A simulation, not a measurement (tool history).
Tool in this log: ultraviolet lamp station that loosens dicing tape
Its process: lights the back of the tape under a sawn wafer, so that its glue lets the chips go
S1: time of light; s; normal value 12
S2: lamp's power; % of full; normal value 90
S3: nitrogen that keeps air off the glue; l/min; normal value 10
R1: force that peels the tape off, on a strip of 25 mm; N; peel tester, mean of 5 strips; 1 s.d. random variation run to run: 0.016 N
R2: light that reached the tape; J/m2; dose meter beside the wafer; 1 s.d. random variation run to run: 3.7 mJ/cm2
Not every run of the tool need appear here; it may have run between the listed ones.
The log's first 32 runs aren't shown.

{"run": 33, "hour": 1624.5, "S1": 13, "S2": 95, "S3": 10, "R1": 0.795, "R2": 6130}
{"run": 34, "hour": 1661.3, "S1": 19, "S2": 63, "S3": 5, "R1": 1.338, "R2": 5940}
{"run": 35, "hour": 1702.2, "S1": 19, "S2": 63, "S3": 5, "R1": 1.389, "R2": 5850}
{"run": 36, "hour": 1748.9, "S1": 19, "S2": 63, "S3": 5, "R1": 1.485, "R2": 5620}
{"run": 37, "hour": 1793.2, "S1": 13, "S2": 73, "S3": 13, "R1": 1.226, "R2": 4400}
{"run": 38, "hour": 1827.4, "S1": 10, "S2": 90, "S3": 9, "R1": 1.639, "R2": 4170}
{"run": 39, "hour": 1897.8, "S1": 10, "S2": 90, "S3": 9, "R1": 1.694, "R2": 4020}
{"run": 40, "hour": 1929.1, "S1": 10, "S2": 90, "S3": 9, "R1": 1.697, "R2": 4000}
{"hour": 1939.2, "done": "window cleaned of glue's vapour"}
{"run": 41, "hour": 1970.3, "S1": 11, "S2": 88, "S3": 4, "R1": 2.133, "R2": 4820}
{"run": 42, "hour": 2012.1, "S1": 19, "S2": 92, "S3": 5, "R1": 0.74, "R2": 8450}

Below are 4 alternative next runs, each starting from the tool's condition after run 42. Predict each:
{"run": "A", "hour": 2068.3, "S1": 19, "S2": 92, "S3": 12, "R1": "?", "R2": "?"}
{"run": "B", "hour": 2068.3, "S1": 7, "S2": 90, "S3": 11, "R1": "?", "R2": "?"}
{"run": "C", "hour": 2068.3, "S1": 12, "S2": 63, "S3": 4, "R1": "?", "R2": "?"}
{"run": "D", "hour": 2068.3, "S1": 12, "S2": 96, "S3": 10, "R1": "?", "R2": "?"}

run=A R1=0.418 R2=8360
run=B R1=2.346 R2=3000
run=C R1=2.845 R2=3570
run=D R1=0.984 R2=5430
Had the tool no hidden state, the same runs would have come out as:
run=A R1=0.315 R2=10260
run=B R1=1.792 R2=3680
run=C R1=2.267 R2=4380
run=D R1=0.674 R2=6670
